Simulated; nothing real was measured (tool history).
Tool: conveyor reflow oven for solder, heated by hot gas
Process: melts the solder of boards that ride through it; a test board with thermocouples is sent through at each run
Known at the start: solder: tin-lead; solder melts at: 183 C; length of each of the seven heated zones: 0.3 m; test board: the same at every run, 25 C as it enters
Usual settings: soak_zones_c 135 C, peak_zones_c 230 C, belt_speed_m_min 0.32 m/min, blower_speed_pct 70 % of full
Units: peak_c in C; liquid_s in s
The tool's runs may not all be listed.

{"run": 1, "hour": 0.0, "soak_zones_c": 135, "peak_zones_c": 230, "belt_speed_m_min": 0.32, "blower_speed_pct": 70, "peak_c": 213.2, "liquid_s": 77.2}
{"run": 2, "hour": 13.2, "soak_zones_c": 135, "peak_zones_c": 230, "belt_speed_m_min": 0.32, "blower_speed_pct": 70, "peak_c": 212.7, "liquid_s": 77.8}
{"run": 3, "hour": 23.6, "soak_zones_c": 135, "peak_zones_c": 230, "belt_speed_m_min": 0.32, "blower_speed_pct": 70, "peak_c": 213, "liquid_s": 77.5}
{"run": 4, "hour": 35.7, "soak_zones_c": 135, "peak_zones_c": 230, "belt_speed_m_min": 0.32, "blower_speed_pct": 70, "peak_c": 213.1, "liquid_s": 77.1}
{"run": 5, "hour": 48.2, "soak_zones_c": 135, "peak_zones_c": 230, "belt_speed_m_min": 0.32, "blower_speed_pct": 70, "peak_c": 213.1, "liquid_s": 77.4}
{"run": 6, "hour": 56.2, "soak_zones_c": 135, "peak_zones_c": 230, "belt_speed_m_min": 0.347, "blower_speed_pct": 70, "peak_c": 210.2, "liquid_s": 67}
{"run": 7, "hour": 63.8, "soak_zones_c": 135, "peak_zones_c": 230, "belt_speed_m_min": 0.323, "blower_speed_pct": 70, "peak_c": 212.5, "liquid_s": 76.2}

Run 8 comes next. What will it give?
{"run": 8, "hour": 73.8, "soak_zones_c": 122, "peak_zones_c": 230, "belt_speed_m_min": 0.279, "blower_speed_pct": 70, "peak_c": "?", "liquid_s": "?"}

{"run 8": {"peak_c": 214.9, "liquid_s": 86.8}}
Without the tool's hidden state the same run would have given peak_c 215.6 C, liquid_s 88 s.
